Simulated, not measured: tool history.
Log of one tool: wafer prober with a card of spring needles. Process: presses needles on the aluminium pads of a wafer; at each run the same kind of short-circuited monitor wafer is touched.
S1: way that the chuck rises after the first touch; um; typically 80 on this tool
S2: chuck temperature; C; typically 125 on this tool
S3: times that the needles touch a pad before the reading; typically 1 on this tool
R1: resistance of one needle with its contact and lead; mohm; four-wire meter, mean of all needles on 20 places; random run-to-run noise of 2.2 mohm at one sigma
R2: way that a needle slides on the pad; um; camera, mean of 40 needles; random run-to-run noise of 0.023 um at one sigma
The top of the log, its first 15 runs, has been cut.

run   hour  S1   S2  S3   R1     R2
     226.6  -- tips cleaned on abrasive film
       237  -- tips cleaned on abrasive film
 16  242.6  80  125   2  260  12.78
       247  -- tips cleaned on abrasive film
     256.3  -- tips cleaned on abrasive film
 17  262.4  74   40   1  270  11.85
     266.2  -- tips cleaned on abrasive film
     275.5  -- tips cleaned on abrasive film
     285.3  -- tips cleaned on abrasive film
 18  285.3  69   32   1  231  10.95
     294.6  -- tips cleaned on abrasive film
     304.1  -- tips cleaned on abrasive film
 19    305  69   32   1  241  10.93
     313.8  -- tips cleaned on abrasive film
 20  318.7  69   32   1  268  10.91
     323.4  -- tips cleaned on abrasive film
     333.5  -- tips cleaned on abrasive film
 21  339.9  69   32   1  273   10.9
     342.9  -- tips cleaned on abrasive film
     352.5  -- tips cleaned on abrasive film
 22  352.9  69   32   1  237  10.85
       363  -- tips cleaned on abrasive film
     372.6  -- tips cleaned on abrasive film
 23  376.1  62  117   1  290   9.77
     382.8  -- tips cleaned on abrasive film
     392.6  -- tips cleaned on abrasive film
 24  394.5  87   41   3  225  13.72
     402.1  -- tips cleaned on abrasive film
     412.7  -- tips cleaned on abrasive film
 25    415  87   41   3  231   13.7
     422.7  -- tips cleaned on abrasive film
     432.8  -- tips cleaned on abrasive film
 26  437.2  80   36   2  243  12.57
     442.5  -- tips cleaned on abrasive film
 27  448.7  80  125   1  275  12.54
     452.9  -- tips cleaned on abrasive film
     463.2  -- tips cleaned on abrasive film
 28  471.3  89  125   2  265  14.01
     473.5  -- tips cleaned on abrasive film
 29  481.6  72  125   1  295  11.28
     483.1  -- tips cleaned on abrasive film
     493.2  -- tips cleaned on abrasive film
 30  497.5  80   79   2  253  12.49
     503.3  -- tips cleaned on abrasive film
     513.3  -- tips cleaned on abrasive film
 31  520.1  89   29   2  241  13.93

Predict each of these 3 candidate next runs independently; none follows another, all start after run 31:
     523.8  -- tips cleaned on abrasive film
     530.4  -- height of the first contact set anew
     533.4  -- tips cleaned on abrasive film
     543.6  -- tips cleaned on abrasive film
  A  543.6  80  105   2   ?   ?
     523.8  -- tips cleaned on abrasive film
     530.4  -- height of the first contact set anew
     533.4  -- tips cleaned on abrasive film
     543.6  -- tips cleaned on abrasive film
  B  543.6  74   95   2   ?   ?
     523.8  -- tips cleaned on abrasive film
     530.4  -- height of the first contact set anew
     533.4  -- tips cleaned on abrasive film
     543.6  -- tips cleaned on abrasive film
  C  543.6  89   76   2   ?   ?

run   R1     R2
  A  239  12.83
  B  239  11.82
  C  234  14.29
With the hidden condition removed and each run's random variation left untouched, the same runs would have given:
run   R1     R2
  A  235  12.85
  B  235  11.83
  C  230  14.31
